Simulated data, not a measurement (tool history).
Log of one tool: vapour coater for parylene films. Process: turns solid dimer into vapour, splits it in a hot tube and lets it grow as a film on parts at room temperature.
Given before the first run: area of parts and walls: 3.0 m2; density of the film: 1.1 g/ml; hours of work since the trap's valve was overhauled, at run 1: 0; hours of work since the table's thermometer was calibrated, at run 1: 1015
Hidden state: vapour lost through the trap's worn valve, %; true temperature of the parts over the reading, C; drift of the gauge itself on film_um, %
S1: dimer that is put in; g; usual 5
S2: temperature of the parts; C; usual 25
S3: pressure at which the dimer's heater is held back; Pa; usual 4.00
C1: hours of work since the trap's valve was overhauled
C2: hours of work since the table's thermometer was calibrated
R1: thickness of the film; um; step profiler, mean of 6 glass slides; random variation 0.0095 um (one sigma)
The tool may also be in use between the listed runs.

Run 1, day 0.000: usual settings; C1 0; C2 1015. Result: R1 0.752 um.
Run 2, day 1.338: usual settings but S1 3 g; C1 21; C2 1036. Result: R1 0.468 um.
Run 3, day 2.950: usual settings but S1 3 g; C1 45; C2 1061. Result: R1 0.446 um.
Run 4, day 3.862: usual settings but S1 2 g; C1 59; C2 1075. Result: R1 0.286 um.
Run 5, day 5.408: usual settings but S1 2 g; C1 83; C2 1098. Result: R1 0.294 um.
Run 6, day 6.812: usual settings but S1 2 g; C1 105; C2 1120. Result: R1 0.318 um.
Run 7, day 7.567: usual settings but S1 3 g; C1 116; C2 1132. Result: R1 0.447 um.
Run 8, day 8.696: usual settings but S1 3 g; C1 134; C2 1149. Result: R1 0.462 um.
Run 9, day 10.308: usual settings but S1 7 g; C1 158; C2 1174. Result: R1 1.084 um.
Run 10, day 11.712: usual settings but S1 7 g; C1 180; C2 1195. Result: R1 1.043 um.
Run 11, day 12.375: usual settings but S2 19 C; C1 190; C2 1206. Result: R1 0.972 um.
Run 12, day 13.983: usual settings but S2 19 C; C1 215; C2 1230. Result: R1 0.975 um.
Run 13, day 15.504: usual settings but S1 6 g, S2 29 C, S3 6.73 Pa; C1 238; C2 1254. Result: R1 0.693 um.
Run 14, day 16.904: usual settings but S2 26 C, S3 2.90 Pa; C1 260; C2 1275. Result: R1 0.773 um.
Run 15, day 18.133: usual settings but S2 26 C, S3 2.90 Pa; C1 279; C2 1294. Result: R1 0.764 um.
Run 16, day 19.079: usual settings but S3 2.43 Pa; C1 293; C2 1309. Result: R1 0.845 um.
Run 17, day 20.233: usual settings but S1 3 g, S3 3.50 Pa; C1 311; C2 1326. Result: R1 0.454 um.
At day 21.704: trap's valve overhauled.
Run 18, day 21.704: usual settings but S1 6 g, S2 27 C, S3 2.22 Pa; C1 0; C2 1346. Result: R1 0.940 um.
Run 19, day 22.700: usual settings but S1 2 g, S3 9.87 Pa; C1 15; C2 1362. Result: R1 0.264 um.
Run 20, day 23.829: usual settings but S1 2 g, S3 9.87 Pa; C1 33; C2 1379. Result: R1 0.233 um.
Run 21, day 25.450: usual settings but S1 2 g, S3 9.87 Pa; C1 58; C2 1404. Result: R1 0.252 um.
Run 22, day 27.042: usual settings but S1 7 g; C1 82; C2 1428. Result: R1 1.053 um.
Run 23, day 28.042: usual settings but S1 9 g; C1 97; C2 1444. Result: R1 1.364 um.
Run 24, day 29.367: usual settings but S1 9 g; C1 118; C2 1464. Result: R1 1.361 um.

Below are 5 alternative next runs, each starting from the tool's condition after run 24. Predict each:
Run A, day 30.883: usual settings but S2 28 C, S3 2.72 Pa; C1 141; C2 1487. Result: R1 ?.
Run B, day 30.883: usual settings but S1 4 g, S2 27 C, S3 2.33 Pa; C1 141; C2 1487. Result: R1 ?.
Run C, day 30.883: usual settings but S1 4 g, S2 23 C, S3 10.70 Pa; C1 141; C2 1487. Result: R1 ?.
Run D, day 30.883: usual settings but S2 22 C; C1 141; C2 1487. Result: R1 ?.
Run E, day 30.883: usual settings but S2 28 C, S3 11.56 Pa; C1 141; C2 1487. Result: R1 ?.

run     R1
  A  0.722
  B  0.610
  C  0.536
  D  0.865
  E  0.541
Stripped of hidden state, with their random variation kept, the same runs would have yielded:
run     R1
  A  0.723
  B  0.611
  C  0.537
  D  0.867
  E  0.542
